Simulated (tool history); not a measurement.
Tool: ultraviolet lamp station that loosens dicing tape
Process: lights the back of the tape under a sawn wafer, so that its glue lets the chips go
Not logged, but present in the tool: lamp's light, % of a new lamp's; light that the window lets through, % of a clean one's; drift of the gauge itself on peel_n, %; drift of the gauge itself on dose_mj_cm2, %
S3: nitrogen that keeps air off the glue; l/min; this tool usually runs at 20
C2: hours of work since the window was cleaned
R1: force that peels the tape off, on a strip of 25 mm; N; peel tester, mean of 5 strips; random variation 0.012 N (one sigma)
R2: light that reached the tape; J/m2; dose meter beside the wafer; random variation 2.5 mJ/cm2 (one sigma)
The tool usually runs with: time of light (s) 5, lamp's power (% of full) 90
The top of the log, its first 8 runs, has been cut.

{"run": 9, "day": 6.846, "time of light (s)": 5, "lamp's power (% of full)": 90, "S3": 21, "hours of work of the lamp": 95, "C2": 62, "R1": 0.623, "R2": 2770}
{"run": 10, "day": 7.421, "time of light (s)": 5, "lamp's power (% of full)": 90, "S3": 21, "hours of work of the lamp": 101, "C2": 69, "R1": 0.625, "R2": 2740}
{"run": 11, "day": 8.45, "time of light (s)": 5, "lamp's power (% of full)": 90, "S3": 21, "hours of work of the lamp": 113, "C2": 81, "R1": 0.633, "R2": 2730}
{"run": 12, "day": 9.254, "time of light (s)": 5, "lamp's power (% of full)": 90, "S3": 21, "hours of work of the lamp": 123, "C2": 90, "R1": 0.661, "R2": 2700}
{"run": 13, "day": 10.383, "time of light (s)": 5, "lamp's power (% of full)": 90, "S3": 21, "hours of work of the lamp": 136, "C2": 104, "R1": 0.665, "R2": 2720}
{"run": 14, "day": 11.338, "time of light (s)": 3, "lamp's power (% of full)": 90, "S3": 20, "hours of work of the lamp": 147, "C2": 115, "R1": 1.7, "R2": 1590}
{"run": 15, "day": 11.996, "time of light (s)": 3, "lamp's power (% of full)": 90, "S3": 20, "hours of work of the lamp": 155, "C2": 122, "R1": 1.771, "R2": 1570}
{"run": 16, "day": 12.5, "time of light (s)": 2, "lamp's power (% of full)": 67, "S3": 31, "hours of work of the lamp": 160, "C2": 128, "R1": 3.335, "R2": 790}
{"run": 17, "day": 13.388, "time of light (s)": 9, "lamp's power (% of full)": 70, "S3": 19, "hours of work of the lamp": 171, "C2": 139, "R1": 0.332, "R2": 3720}
{"run": 18, "day": 14.229, "time of light (s)": 3, "lamp's power (% of full)": 64, "S3": 19, "hours of work of the lamp": 181, "C2": 149, "R1": 2.634, "R2": 1140}
{"run": 19, "day": 15.246, "time of light (s)": 2, "lamp's power (% of full)": 78, "S3": 11, "hours of work of the lamp": 193, "C2": 160, "R1": 3.67, "R2": 900}
{"run": 20, "day": 16.362, "time of light (s)": 2, "lamp's power (% of full)": 84, "S3": 20, "hours of work of the lamp": 206, "C2": 173, "R1": 3.121, "R2": 970}
{"run": 21, "day": 17.358, "time of light (s)": 2, "lamp's power (% of full)": 62, "S3": 25, "hours of work of the lamp": 217, "C2": 185, "R1": 3.66, "R2": 690}
{"run": 22, "day": 18.338, "time of light (s)": 2, "lamp's power (% of full)": 67, "S3": 17, "hours of work of the lamp": 229, "C2": 196, "R1": 3.657, "R2": 750}
{"run": 23, "day": 18.962, "time of light (s)": 3, "lamp's power (% of full)": 72, "S3": 38, "hours of work of the lamp": 236, "C2": 204, "R1": 2.024, "R2": 1230}
{"run": 24, "day": 20.05, "time of light (s)": 3, "lamp's power (% of full)": 72, "S3": 38, "hours of work of the lamp": 249, "C2": 216, "R1": 2.059, "R2": 1210}
{"run": 25, "day": 21.05, "time of light (s)": 4, "lamp's power (% of full)": 78, "S3": 23, "hours of work of the lamp": 260, "C2": 228, "R1": 1.468, "R2": 1780}
{"run": 26, "day": 21.642, "time of light (s)": 4, "lamp's power (% of full)": 78, "S3": 23, "hours of work of the lamp": 267, "C2": 235, "R1": 1.432, "R2": 1730}
{"run": 27, "day": 22.283, "time of light (s)": 2, "lamp's power (% of full)": 90, "S3": 30, "hours of work of the lamp": 275, "C2": 243, "R1": 2.769, "R2": 1000}
{"run": 28, "day": 22.946, "time of light (s)": 5, "lamp's power (% of full)": 90, "S3": 11, "hours of work of the lamp": 282, "C2": 250, "R1": 1.057, "R2": 2520}

What will run 29 give?
{"run": 29, "day": 23.654, "time of light (s)": 5, "lamp's power (% of full)": 79, "S3": 11, "hours of work of the lamp": 291, "C2": 259, "R1": "?", "R2": "?"}

R1: 1.360 N
R2: 2180 J/m2
Minus the tool's unlogged condition, the same run would have read R1 0.997 N, R2 2590 J/m2.
